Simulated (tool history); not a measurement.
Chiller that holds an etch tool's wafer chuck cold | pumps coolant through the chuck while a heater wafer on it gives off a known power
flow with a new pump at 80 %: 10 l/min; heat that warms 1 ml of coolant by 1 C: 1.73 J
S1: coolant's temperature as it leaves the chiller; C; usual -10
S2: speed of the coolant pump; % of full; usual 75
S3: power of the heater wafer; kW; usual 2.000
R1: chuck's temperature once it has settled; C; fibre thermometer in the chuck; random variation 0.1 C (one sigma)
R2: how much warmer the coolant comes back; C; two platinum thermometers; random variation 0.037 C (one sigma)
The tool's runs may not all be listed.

run 1 day=0.000 | S1=-10 S2=75 S3=2.000 | R1=12.5 R2=7.36
run 2 day=2.388 | S1=-10 S2=75 S3=2.000 | R1=12.4 R2=7.51
run 3 day=3.596 | S1=-10 S2=73 S3=2.000 | R1=13.0 R2=7.71
run 4 day=5.704 | S1=-10 S2=75 S3=2.000 | R1=12.2 R2=7.43
run 5 day=7.333 | S1=-10 S2=75 S3=2.000 | R1=12.6 R2=7.42
run 6 day=9.138 | S1=-10 S2=75 S3=2.000 | R1=12.3 R2=7.43
run 7 day=11.275 | S1=-10 S2=61 S3=2.000 | R1=16.0 R2=9.44
run 8 day=13.633 | S1=-10 S2=61 S3=2.000 | R1=15.8 R2=9.38
run 9 day=15.771 | S1=-9 S2=75 S3=2.000 | R1=13.2 R2=7.43
run 10 day=18.492 | S1=-10 S2=64 S3=2.000 | R1=15.0 R2=8.86
run 11 day=20.908 | S1=-10 S2=64 S3=2.276 | R1=18.4 R2=10.05
run 12 day=22.408 | S1=-10 S2=64 S3=2.276 | R1=18.7 R2=10.12
run 13 day=24.138 | S1=-10 S2=64 S3=2.276 | R1=18.5 R2=10.06
run 14 day=25.875 | S1=-10 S2=96 S3=2.000 | R1=8.9 R2=5.64
run 15 day=28.279 | S1=-10 S2=96 S3=2.000 | R1=8.9 R2=5.64
run 16 day=30.992 | S1=-10 S2=75 S3=2.000 | R1=12.5 R2=7.37
run 17 day=33.462 | S1=-10 S2=75 S3=2.000 | R1=12.5 R2=7.47
run 18 day=35.512 | S1=-10 S2=75 S3=2.000 | R1=12.5 R2=7.46
run 19 day=37.167 | S1=-12 S2=75 S3=2.000 | R1=10.4 R2=7.41
run 20 day=38.938 | S1=-12 S2=75 S3=2.000 | R1=10.5 R2=7.37
run 21 day=40.708 | S1=-4 S2=86 S3=2.871 | R1=25.1 R2=9.16
run 22 day=42.292 | S1=-4 S2=86 S3=2.871 | R1=25.2 R2=9.13
run 23 day=44.125 | S1=-13 S2=85 S3=1.999 | R1=7.6 R2=6.43
run 24 day=46.204 | S1=-16 S2=94 S3=2.899 | R1=11.7 R2=8.41
run 25 day=47.646 | S1=-1 S2=77 S3=1.098 | R1=11.0 R2=3.99
run 26 day=49.412 | S1=-10 S2=75 S3=1.626 | R1=8.3 R2=6.06
run 27 day=51.658 | S1=-10 S2=76 S3=1.575 | R1=7.4 R2=5.77
run 28 day=54.542 | S1=-10 S2=76 S3=1.575 | R1=7.5 R2=5.76
run 29 day=56.988 | S1=-10 S2=76 S3=1.575 | R1=7.4 R2=5.74
run 30 day=59.433 | S1=-17 S2=96 S3=2.000 | R1=1.9 R2=5.67
run 31 day=61.279 | S1=-17 S2=96 S3=2.000 | R1=1.7 R2=5.64
run 32 day=63.529 | S1=-4 S2=87 S3=1.144 | R1=7.4 R2=3.61

Not shown: 1 entry that the log had between the listed runs. Between which runs, and how does the tool's hidden state differ before and after?
Between runs 27 and 28: chiller's thermometer calibrated (day 53.933)
  no hidden state differs between the two runs

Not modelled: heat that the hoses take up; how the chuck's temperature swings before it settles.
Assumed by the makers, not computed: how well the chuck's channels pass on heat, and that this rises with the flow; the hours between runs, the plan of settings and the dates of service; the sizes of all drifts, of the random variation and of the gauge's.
